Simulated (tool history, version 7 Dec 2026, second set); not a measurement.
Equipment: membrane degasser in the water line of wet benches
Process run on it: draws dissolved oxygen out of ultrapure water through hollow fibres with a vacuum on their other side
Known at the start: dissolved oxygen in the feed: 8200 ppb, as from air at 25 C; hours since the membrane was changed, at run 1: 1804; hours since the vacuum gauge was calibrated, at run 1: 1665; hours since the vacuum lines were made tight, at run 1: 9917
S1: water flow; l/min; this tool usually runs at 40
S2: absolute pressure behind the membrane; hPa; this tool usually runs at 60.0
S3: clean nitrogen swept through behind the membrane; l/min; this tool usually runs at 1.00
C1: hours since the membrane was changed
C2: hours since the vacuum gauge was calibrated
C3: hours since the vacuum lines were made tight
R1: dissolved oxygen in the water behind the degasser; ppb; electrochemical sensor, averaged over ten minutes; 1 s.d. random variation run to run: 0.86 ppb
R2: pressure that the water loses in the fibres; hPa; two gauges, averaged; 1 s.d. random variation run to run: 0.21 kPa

Run 1, day 0.000: usual settings; C1 1804; C2 1665; C3 9917. Result: R1 223.6 ppb, R2 488.9 hPa.
Run 2, day 3.321: usual settings; C1 1884; C2 1744; C3 9996. Result: R1 224.7 ppb, R2 488.1 hPa.
Run 3, day 6.329: usual settings but S3 1.17 l/min; C1 1956; C2 1817; C3 10069. Result: R1 198.2 ppb, R2 488.4 hPa.
Run 4, day 10.038: usual settings but S3 1.17 l/min; C1 2045; C2 1906; C3 10158. Result: R1 198.7 ppb, R2 493.2 hPa.
Run 5, day 14.567: usual settings; C1 2153; C2 2014; C3 10266. Result: R1 225.3 ppb, R2 492.9 hPa.
Run 6, day 18.912: usual settings; C1 2258; C2 2119; C3 10371. Result: R1 224.4 ppb, R2 494.0 hPa.
Run 7, day 21.971: usual settings; C1 2331; C2 2192; C3 10444. Result: R1 223.7 ppb, R2 493.7 hPa.
Run 8, day 24.383: usual settings; C1 2389; C2 2250; C3 10502. Result: R1 224.1 ppb, R2 492.0 hPa.
Run 9, day 27.971: usual settings but S2 40.8 hPa; C1 2475; C2 2336; C3 10588. Result: R1 75.6 ppb, R2 491.2 hPa.
Run 10, day 31.846: usual settings but S2 40.8 hPa; C1 2568; C2 2429; C3 10681. Result: R1 75.6 ppb, R2 494.1 hPa.
Run 11, day 34.562: usual settings but S2 40.8 hPa; C1 2633; C2 2494; C3 10746. Result: R1 75.7 ppb, R2 489.2 hPa.
Run 12, day 37.467: usual settings but S2 40.8 hPa, S3 1.02 l/min; C1 2703; C2 2564; C3 10816. Result: R1 75.2 ppb, R2 496.0 hPa.
Run 13, day 39.492: usual settings but S3 0.82 l/min; C1 2752; C2 2613; C3 10865. Result: R1 260.8 ppb, R2 495.6 hPa.
Run 14, day 42.254: usual settings; C1 2818; C2 2679; C3 10931. Result: R1 226.8 ppb, R2 496.3 hPa.
Run 15, day 44.917: usual settings; C1 2882; C2 2743; C3 10995. Result: R1 225.6 ppb, R2 489.3 hPa.
Run 16, day 48.971: usual settings; C1 2979; C2 2840; C3 11092. Result: R1 225.8 ppb, R2 494.8 hPa.
Run 17, day 52.404: usual settings but S2 89.4 hPa; C1 3062; C2 2922; C3 11174. Result: R1 448.3 ppb, R2 496.8 hPa.
Run 18, day 55.262: usual settings but S1 29 l/min; C1 3130; C2 2991; C3 11243. Result: R1 173.5 ppb, R2 357.6 hPa.
Run 19, day 59.417: usual settings but S1 29 l/min; C1 3230; C2 3091; C3 11343. Result: R1 173.8 ppb, R2 358.9 hPa.
Run 20, day 62.675: usual settings but S2 66.4 hPa; C1 3308; C2 3169; C3 11421. Result: R1 273.5 ppb, R2 494.2 hPa.
Run 21, day 64.938: usual settings but S2 66.4 hPa, S3 2.60 l/min; C1 3362; C2 3223; C3 11475. Result: R1 125.8 ppb, R2 493.2 hPa.
At day 65.192: vacuum gauge calibrated.
At day 66.321: seals of the vacuum lines changed.
Run 22, day 67.558: usual settings but S1 29 l/min, S2 94.6 hPa, S3 0.79 l/min; C1 3423; C2 55; C3 30. Result: R1 456.1 ppb, R2 358.6 hPa.
Run 23, day 72.012: usual settings but S1 29 l/min; C1 3530; C2 162; C3 137. Result: R1 172.6 ppb, R2 363.0 hPa.
Run 24, day 74.750: usual settings but S1 45 l/min, S3 0.72 l/min; C1 3595; C2 227; C3 202. Result: R1 323.1 ppb, R2 556.6 hPa.
At day 77.067: vacuum gauge calibrated, once more.
Run 25, day 77.888: usual settings but S1 45 l/min, S2 63.7 hPa, S3 0.66 l/min; C1 3670; C2 20; C3 277. Result: R1 375.4 ppb, R2 562.4 hPa.
Run 26, day 81.775: usual settings but S1 45 l/min, S2 63.7 hPa, S3 0.66 l/min; C1 3763; C2 113; C3 370. Result: R1 370.8 ppb, R2 561.5 hPa.
Run 27, day 85.575: usual settings but S1 45 l/min, S2 72.6 hPa, S3 2.24 l/min; C1 3855; C2 204; C3 462. Result: R1 185.5 ppb, R2 557.9 hPa.
Run 28, day 89.296: usual settings but S1 33 l/min, S2 72.6 hPa, S3 2.03 l/min; C1 3944; C2 294; C3 551. Result: R1 151.0 ppb, R2 408.3 hPa.
Run 29, day 92.008: usual settings but S1 33 l/min, S2 72.6 hPa, S3 2.03 l/min; C1 4009; C2 359; C3 616. Result: R1 151.4 ppb, R2 410.6 hPa.
Run 30, day 94.692: usual settings but S1 49 l/min, S2 37.9 hPa, S3 0.90 l/min; C1 4073; C2 423; C3 680. Result: R1 73.3 ppb, R2 610.0 hPa.
Run 31, day 97.312: usual settings but S1 49 l/min, S2 37.9 hPa, S3 0.90 l/min; C1 4136; C2 486; C3 743. Result: R1 73.1 ppb, R2 611.7 hPa.

For some of the steps in R1 from one run to the next: how much would appear even if the tool had no hidden state, given the settings, what came in and random variation, and how much remains for the hidden state plus any gauge scatter that the measured result and the result without hidden state don't share?
The hidden state here: membrane still open, %; true pressure behind the membrane over the reading, kPa; air that leaks in behind the membrane, l/min; drift of the gauge itself on oxygen_ppb, %; drift of the gauge itself on loss_of_pressure_kpa, %.
Run 17 -> 18: S1 40 -> 29, S2 89.4 -> 60.0. R1 -274.8 ppb: hidden state -0.3, all else -274.5.
Run 21 -> 22: S1 40 -> 29, S2 66.4 -> 94.6, S3 2.60 -> 0.79, vacuum gauge calibrated, seals of the vacuum lines changed. R1 +330.3 ppb: hidden state +1.6, all else +328.7.
Run 22 -> 23: S2 94.6 -> 60.0, S3 0.79 -> 1.00. R1 -283.5 ppb: hidden state -0.4, all else -283.1.
Run 23 -> 24: S1 29 -> 45, S3 1.00 -> 0.72. R1 +150.5 ppb: hidden state +4.1, all else +146.4.
Run 24 -> 25: S2 60.0 -> 63.7, S3 0.72 -> 0.66, vacuum gauge calibrated, once more. R1 +52.3 ppb: hidden state -4.5, all else +56.8.
Run 29 -> 30: S1 33 -> 49, S2 72.6 -> 37.9, S3 2.03 -> 0.90. R1 -78.1 ppb: hidden state +3.3, all else -81.4.

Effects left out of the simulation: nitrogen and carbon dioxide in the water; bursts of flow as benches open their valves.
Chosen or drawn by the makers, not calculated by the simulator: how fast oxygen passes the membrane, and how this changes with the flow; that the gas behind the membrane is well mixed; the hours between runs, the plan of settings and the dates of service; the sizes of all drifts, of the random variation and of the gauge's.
